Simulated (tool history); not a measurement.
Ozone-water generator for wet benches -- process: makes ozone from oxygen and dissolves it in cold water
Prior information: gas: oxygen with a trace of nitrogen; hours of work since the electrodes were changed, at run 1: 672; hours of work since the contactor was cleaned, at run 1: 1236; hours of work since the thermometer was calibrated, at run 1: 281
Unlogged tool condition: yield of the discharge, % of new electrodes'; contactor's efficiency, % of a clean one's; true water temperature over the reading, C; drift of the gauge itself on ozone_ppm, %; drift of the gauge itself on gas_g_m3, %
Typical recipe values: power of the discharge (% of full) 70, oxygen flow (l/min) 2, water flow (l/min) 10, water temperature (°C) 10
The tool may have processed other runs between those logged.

| run | hour | power of the discharge (% of full) | oxygen flow (l/min) | water flow (l/min) | water temperature (°C) | hours of work since the electrodes were changed | hours of work since the contactor was cleaned | hours of work since the thermometer was calibrated | dissolved ozone (ppm) | ozone in the gas ahead of the water (g/m3) |
|---|---|---|---|---|---|---|---|---|---|---|
| 1 | 0 | 70 | 2 | 10 | 10 | 672 | 1236 | 281 | 12.1 | 165.5 |
| 2 | 22 | 70 | 1.77 | 10 | 10 | 686 | 1250 | 295 | 11.9 | 177.8 |
| 3 | 50.5 | 70 | 1.77 | 10 | 10 | 705 | 1268 | 314 | 12 | 177.9 |
| 4 | 79.6 | 70 | 1.77 | 10 | 10 | 724 | 1287 | 332 | 11.8 | 176.6 |
| 5 | 126 | 70 | 2 | 10 | 10 | 754 | 1317 | 362 | 12.1 | 165.6 |
| 6 | 174.1 | 70 | 2 | 10 | 10 | 785 | 1348 | 394 | 12.2 | 163.5 |
| 7 | 196.5 | 70 | 2 | 10 | 10 | 799 | 1363 | 408 | 12.2 | 165.6 |
| 8 | 245.7 | 97 | 2 | 10 | 10 | 831 | 1395 | 440 | 16 | 216.9 |
| 9 | 269.6 | 70 | 2 | 10 | 10 | 847 | 1410 | 455 | 11.9 | 163.2 |
| 10 | 291.9 | 70 | 2 | 10 | 10 | 861 | 1425 | 470 | 12 | 163.5 |
| 11 | 340.8 | 70 | 2 | 10 | 10 | 893 | 1456 | 502 | 12 | 163.4 |
| 12 | 363.7 | 58 | 2 | 10 | 10 | 908 | 1471 | 516 | 10.2 | 142 |
| 13 | 404.3 | 58 | 2 | 10 | 10 | 934 | 1497 | 543 | 10.2 | 139.5 |
| 14 | 449.6 | 58 | 2 | 10 | 10 | 963 | 1527 | 572 | 10.1 | 140.3 |
| 15 | 498 | 70 | 2 | 6 | 10 | 995 | 1558 | 603 | 19.5 | 164.7 |
| 16 | 545.2 | 70 | 2 | 6 | 10 | 1025 | 1589 | 634 | 19.6 | 164.2 |
| 17 | 577.9 | 70 | 2 | 6 | 10 | 1046 | 1610 | 655 | 19.5 | 164.2 |
| 18 | 626.6 | 70 | 2 | 6 | 10 | 1078 | 1641 | 687 | 19.4 | 163.1 |
| 19 | 657.1 | 70 | 2 | 6 | 10 | 1098 | 1661 | 706 | 19.2 | 163.7 |
| 20 | 693.1 | 70 | 2 | 6 | 10 | 1121 | 1684 | 730 | 19.4 | 164.4 |

The next listed run, before its measurement:
|  | 701.2 | contactor cleaned |
| 21 | 734.2 | 70 | 2 | 6 | 5 | 1145 | 21 | 754 | ? | ? |

{"run 21": {"dissolved ozone (ppm)": 20.7, "ozone in the gas ahead of the water (g/m3)": 162.5}}
Had the tool carried no hidden state, the very same run would have given dissolved ozone (ppm) 21.8, ozone in the gas ahead of the water (g/m3) 166.2.
